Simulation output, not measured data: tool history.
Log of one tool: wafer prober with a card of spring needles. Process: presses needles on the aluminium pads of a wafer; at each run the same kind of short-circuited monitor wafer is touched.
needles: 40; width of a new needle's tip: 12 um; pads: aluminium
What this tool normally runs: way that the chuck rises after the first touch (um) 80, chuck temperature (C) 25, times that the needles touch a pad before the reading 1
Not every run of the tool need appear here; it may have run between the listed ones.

run   hour  way that the chuck rises after the first touch (um)  chuck temperature (C)  times that the needles touch a pad before the reading  resistance of one needle with its contact and lead (mohm)  way that a needle slides on the pad (um)
  1    0.0                                                   80                     25                                                      1                                                        154                                     16.79
       2.2  -- tips cleaned on abrasive film
      29.3  -- tips cleaned on abrasive film
  2   32.7                                                   80                     25                                                      1                                                        129                                     16.78
      57.4  -- tips cleaned on abrasive film
  3   64.4                                                   80                     25                                                      1                                                        135                                     16.76
      82.9  -- tips cleaned on abrasive film
  4   92.7                                                   80                     36                                                      1                                                        139                                     16.77
     107.9  -- tips cleaned on abrasive film
  5  110.4                                                   69                     25                                                      1                                                        132                                     14.44
  6  127.0                                                   69                     25                                                      1                                                        160                                     14.44
     134.4  -- tips cleaned on abrasive film
  7  144.6                                                   80                     25                                                      2                                                        132                                     16.73
     160.1  -- tips cleaned on abrasive film
  8  164.5                                                   80                     25                                                      2                                                        128                                     16.73
     188.4  -- tips cleaned on abrasive film
  9  194.0                                                   80                     32                                                      3                                                        127                                     16.72
     215.0  -- tips cleaned on abrasive film
 10  223.9                                                   80                     44                                                      1                                                        141                                     16.69
     241.3  -- tips cleaned on abrasive film
 11  259.0                                                   95                     44                                                      1                                                        138                                     19.85
     268.7  -- tips cleaned on abrasive film
 12  274.9                                                   61                     79                                                      2                                                        145                                     12.69
     296.7  -- tips cleaned on abrasive film
 13  314.3                                                   65                     46                                                      2                                                        150                                     13.53
     323.3  -- tips cleaned on abrasive film
     342.1  -- height of the first contact set anew
     349.3  -- tips cleaned on abrasive film
 14  349.7                                                   91                     90                                                      2                                                        128                                     19.17
 15  373.0                                                   91                     44                                                      2                                                        137                                     19.16

Consider 5 possible next runs. They are alternatives, not a sequence: every one starts from the tool as it was left by run 15. What does each give?
     374.9  -- tips cleaned on abrasive film
  A  399.1                                                   78                     27                                                      1                                                          ?                                         ?
     374.9  -- tips cleaned on abrasive film
  B  399.1                                                   93                     25                                                      1                                                          ?                                         ?
     374.9  -- tips cleaned on abrasive film
  C  399.1                                                   79                     72                                                      2                                                          ?                                         ?
     374.9  -- tips cleaned on abrasive film
  D  399.1                                                   91                     32                                                      2                                                          ?                                         ?
     374.9  -- tips cleaned on abrasive film
  E  399.1                                                   80                     28                                                      1                                                          ?                                         ?

run  resistance of one needle with its contact and lead (mohm)  way that a needle slides on the pad (um)
  A                                                        152                                     16.40
  B                                                        143                                     19.58
  C                                                        144                                     16.63
  D                                                        132                                     19.16
  E                                                        151                                     16.85
Without the tool's unlogged condition, the same runs would have read:
run  resistance of one needle with its contact and lead (mohm)  way that a needle slides on the pad (um)
  A                                                        117                                     16.42
  B                                                        117                                     19.59
  C                                                        125                                     16.64
  D                                                        116                                     19.18
  E                                                        118                                     16.87

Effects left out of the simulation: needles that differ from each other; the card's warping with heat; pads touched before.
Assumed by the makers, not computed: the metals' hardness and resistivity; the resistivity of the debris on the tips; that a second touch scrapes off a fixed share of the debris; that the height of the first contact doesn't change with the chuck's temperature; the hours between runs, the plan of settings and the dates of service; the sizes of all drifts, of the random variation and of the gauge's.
